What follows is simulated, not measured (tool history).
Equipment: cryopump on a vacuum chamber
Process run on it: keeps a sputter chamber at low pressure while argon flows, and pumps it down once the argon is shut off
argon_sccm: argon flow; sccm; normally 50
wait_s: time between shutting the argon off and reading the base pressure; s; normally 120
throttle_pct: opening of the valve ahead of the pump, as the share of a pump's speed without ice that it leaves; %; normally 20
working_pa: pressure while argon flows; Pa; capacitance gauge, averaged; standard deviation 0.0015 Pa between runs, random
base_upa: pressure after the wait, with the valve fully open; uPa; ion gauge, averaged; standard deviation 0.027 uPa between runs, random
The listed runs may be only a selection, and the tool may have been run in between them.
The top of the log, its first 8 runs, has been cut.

| run | hour | argon_sccm | wait_s | throttle_pct | hours of work since the pump was warmed up and emptied | hours of work since the cold head was overhauled | hours of work since the chamber's fittings were tightened | working_pa | base_upa |
|---|---|---|---|---|---|---|---|---|---|
| 9 | 864.9 | 51 | 120 | 20 | 325 | 2084 | 3623 | 0.3718 | 2.06 |
| 10 | 977 | 31 | 120 | 20 | 375 | 2135 | 3673 | 0.2274 | 2.11 |
| 11 | 1042.1 | 50 | 120 | 20 | 405 | 2165 | 3703 | 0.3704 | 2.13 |
| 12 | 1130.6 | 50 | 120 | 20 | 445 | 2205 | 3743 | 0.3708 | 2.2 |
| 13 | 1254.1 | 50 | 191 | 20 | 501 | 2261 | 3799 | 0.3763 | 1.9 |
|  | 1307.6 | leaking fittings of the chamber tightened, without venting |
| 14 | 1378.5 | 50 | 191 | 20 | 556 | 2316 | 32 | 0.3787 | 1.05 |
|  | 1406.1 | pump warmed up, emptied and cooled again |
| 15 | 1495.5 | 50 | 191 | 20 | 40 | 2367 | 83 | 0.3518 | 0.91 |
| 16 | 1581.7 | 50 | 191 | 20 | 80 | 2406 | 122 | 0.3511 | 0.94 |
| 17 | 1677.5 | 26 | 120 | 20 | 123 | 2449 | 165 | 0.1833 | 1.29 |
| 18 | 1790.1 | 95 | 120 | 36 | 174 | 2500 | 216 | 0.3833 | 1.31 |
| 19 | 1912.9 | 50 | 20 | 15 | 230 | 2556 | 272 | 0.4737 | 6.22 |
| 20 | 2045.6 | 45 | 49 | 45 | 290 | 2616 | 332 | 0.151 | 2.78 |
| 21 | 2120.6 | 45 | 49 | 45 | 324 | 2650 | 366 | 0.1544 | 2.82 |
| 22 | 2216.6 | 45 | 49 | 45 | 367 | 2694 | 410 | 0.1564 | 2.89 |
| 23 | 2334.6 | 45 | 49 | 45 | 421 | 2747 | 463 | 0.1576 | 2.86 |
| 24 | 2441.3 | 22 | 120 | 24 | 469 | 2795 | 511 | 0.1369 | 1.42 |
| 25 | 2512.5 | 46 | 22 | 22 | 501 | 2828 | 544 | 0.3146 | 5.72 |
| 26 | 2607 | 46 | 22 | 22 | 544 | 2871 | 587 | 0.3182 | 5.82 |
|  | 2658.7 | pump warmed up, emptied and cooled again |
| 27 | 2678.9 | 23 | 166 | 20 | 9 | 2901 | 617 | 0.1636 | 1.11 |
| 28 | 2789.5 | 42 | 59 | 20 | 59 | 2951 | 667 | 0.2963 | 2.38 |
| 29 | 2870.5 | 86 | 134 | 24 | 96 | 2988 | 704 | 0.5092 | 1.3 |
| 30 | 2939.1 | 86 | 134 | 24 | 127 | 3019 | 735 | 0.5118 | 1.31 |
| 31 | 3070.9 | 86 | 151 | 24 | 187 | 3078 | 794 | 0.5159 | 1.26 |
| 32 | 3191.3 | 86 | 151 | 24 | 241 | 3133 | 849 | 0.522 | 1.27 |
| 33 | 3310.8 | 68 | 134 | 21 | 295 | 3187 | 903 | 0.4737 | 1.43 |

Each row is a separate what-if for the run after 33, all from the same tool condition, not one after another. Results?
| A | 3371.4 | 68 | 134 | 22 | 323 | 3215 | 931 | ? | ? |
| B | 3371.4 | 28 | 134 | 21 | 323 | 3215 | 931 | ? | ? |
| C | 3371.4 | 68 | 250 | 35 | 323 | 3215 | 931 | ? | ? |

| run | working_pa | base_upa |
|---|---|---|
| A | 0.4552 | 1.4 |
| B | 0.1959 | 1.39 |
| C | 0.2929 | 1.03 |
With no hidden state in the tool, these same runs would have given:
| run | working_pa | base_upa |
|---|---|---|
| A | 0.4322 | 1.1 |
| B | 0.1865 | 1.1 |
| C | 0.2701 | 0.73 |
